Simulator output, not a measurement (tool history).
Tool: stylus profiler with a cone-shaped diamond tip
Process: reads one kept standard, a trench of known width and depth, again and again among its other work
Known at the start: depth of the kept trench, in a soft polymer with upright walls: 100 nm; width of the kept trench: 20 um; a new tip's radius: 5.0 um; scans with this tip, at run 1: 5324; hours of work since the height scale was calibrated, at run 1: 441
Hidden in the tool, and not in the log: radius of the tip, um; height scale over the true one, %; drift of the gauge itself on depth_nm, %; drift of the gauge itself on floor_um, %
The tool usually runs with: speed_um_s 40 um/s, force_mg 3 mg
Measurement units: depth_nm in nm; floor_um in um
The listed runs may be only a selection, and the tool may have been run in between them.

| run | day | speed_um_s | force_mg | scans with this tip | hours of work since the height scale was calibrated | depth_nm | floor_um |
|---|---|---|---|---|---|---|---|
| 1 | 0 | 40 | 3 | 5324 | 441 | 101.25 | 17.78 |
| 2 | 1.321 | 40 | 3 | 5588 | 463 | 101.27 | 17.81 |
| 3 | 2.792 | 42 | 3 | 5881 | 487 | 101.25 | 17.8 |
| 4 | 3.712 | 42 | 3 | 6065 | 503 | 101.22 | 17.8 |
| 5 | 5.604 | 42 | 3 | 6443 | 534 | 101.24 | 17.75 |
| 6 | 6.929 | 42 | 3 | 6707 | 556 | 101.22 | 17.73 |
| 7 | 7.883 | 40 | 3.65 | 6898 | 572 | 101.51 | 17.75 |
| 8 | 9.462 | 40 | 3.65 | 7213 | 598 | 101.38 | 17.79 |
| 9 | 10.45 | 40 | 3.65 | 7410 | 614 | 101.44 | 17.77 |
| 10 | 11.367 | 40 | 3.65 | 7594 | 629 | 101.41 | 17.75 |
| 11 | 12.354 | 40 | 5.2 | 7791 | 646 | 101.87 | 17.74 |
| 12 | 13.342 | 40 | 6.22 | 7988 | 662 | 102.11 | 17.73 |
| 13 | 14.696 | 40 | 6.22 | 8259 | 684 | 102.11 | 17.75 |
| 14 | 16.462 | 40 | 6.22 | 8611 | 714 | 102.12 | 17.71 |
| 15 | 17.712 | 40 | 6.22 | 8861 | 734 | 102.08 | 17.71 |
| 16 | 19.533 | 40 | 6.28 | 9224 | 765 | 102.08 | 17.76 |
| 17 | 20.646 | 40 | 6.28 | 9446 | 783 | 102.11 | 17.75 |
| 18 | 21.946 | 40 | 6.28 | 9706 | 804 | 102.13 | 17.75 |
| 19 | 23.196 | 40 | 6.28 | 9956 | 825 | 102.04 | 17.76 |
| 20 | 24.658 | 40 | 6.28 | 10248 | 849 | 102.06 | 17.76 |
| 21 | 25.846 | 40 | 6.28 | 10485 | 869 | 102.02 | 17.74 |
| 22 | 26.692 | 40 | 6.28 | 10654 | 883 | 102.07 | 17.72 |
| 23 | 27.612 | 40 | 6.28 | 10837 | 898 | 102 | 17.72 |
| 24 | 28.796 | 56 | 1.43 | 11074 | 918 | 100.7 | 17.57 |
| 25 | 29.762 | 13 | 2.7 | 11267 | 934 | 101.08 | 17.7 |
| 26 | 30.988 | 13 | 2.7 | 11512 | 954 | 101.05 | 17.75 |
| 27 | 32.612 | 108 | 1.98 | 11836 | 981 | 100.86 | 17.48 |
| 28 | 34.417 | 119 | 7.1 | 12197 | 1011 | 102.25 | 17.6 |
| 29 | 35.821 | 70 | 3.03 | 12477 | 1034 | 101.13 | 17.59 |
| 30 | 37.792 | 11 | 3 | 12870 | 1067 | 101.14 | 17.77 |
| 31 | 39.483 | 43 | 4.72 | 13208 | 1095 | 101.67 | 17.6 |
| 32 | 41.167 | 43 | 4.72 | 13544 | 1123 | 101.61 | 17.67 |
| 33 | 42.504 | 43 | 4.72 | 13812 | 1145 | 101.61 | 17.65 |
| 34 | 44.579 | 55 | 1.66 | 14226 | 1179 | 100.63 | 17.49 |
| 35 | 45.967 | 55 | 1.66 | 14503 | 1202 | 100.67 | 17.54 |
| 36 | 47.583 | 55 | 1.66 | 14826 | 1229 | 100.59 | 17.51 |
| 37 | 48.825 | 114 | 1.13 | 15074 | 1249 | 100.42 | 17.27 |
| 38 | 49.671 | 77 | 1.13 | 15243 | 1263 | 100.42 | 17.41 |
| 39 | 50.838 | 77 | 2.1 | 15476 | 1283 | 100.78 | 17.51 |
| 40 | 51.829 | 77 | 2.1 | 15673 | 1299 | 100.81 | 17.44 |
| 41 | 52.821 | 50 | 2.13 | 15872 | 1316 | 100.8 | 17.59 |
| 42 | 53.875 | 11 | 1.25 | 16082 | 1333 | 100.42 | 17.57 |
| 43 | 55.179 | 20 | 2.28 | 16342 | 1355 | 100.86 | 17.65 |
| 44 | 56.217 | 20 | 2.28 | 16549 | 1372 | 100.84 | 17.65 |
| 45 | 57.154 | 20 | 2.28 | 16737 | 1387 | 100.8 | 17.63 |
| 46 | 59.004 | 15 | 4.23 | 17107 | 1418 | 101.41 | 17.68 |

5 options for the next run, each taken on its own from the tool as it stands now. Forecast them:
| A | 60.429 | 157 | 6.29 | 17391 | 1441 | ? | ? |
| B | 60.429 | 67 | 2.53 | 17391 | 1441 | ? | ? |
| C | 60.429 | 16 | 3 | 17391 | 1441 | ? | ? |
| D | 60.429 | 21 | 1.83 | 17391 | 1441 | ? | ? |
| E | 60.429 | 24 | 1.79 | 17391 | 1441 | ? | ? |

| run | depth_nm | floor_um |
|---|---|---|
| A | 101.95 | 17.34 |
| B | 100.87 | 17.48 |
| C | 101.07 | 17.59 |
| D | 100.63 | 17.62 |
| E | 100.64 | 17.57 |
Without the tool's hidden state the same runs would have given:
| run | depth_nm | floor_um |
|---|---|---|
| A | 102.3 | 17.68 |
| B | 101.22 | 17.83 |
| C | 101.42 | 17.93 |
| D | 100.98 | 17.96 |
| E | 100.99 | 17.91 |
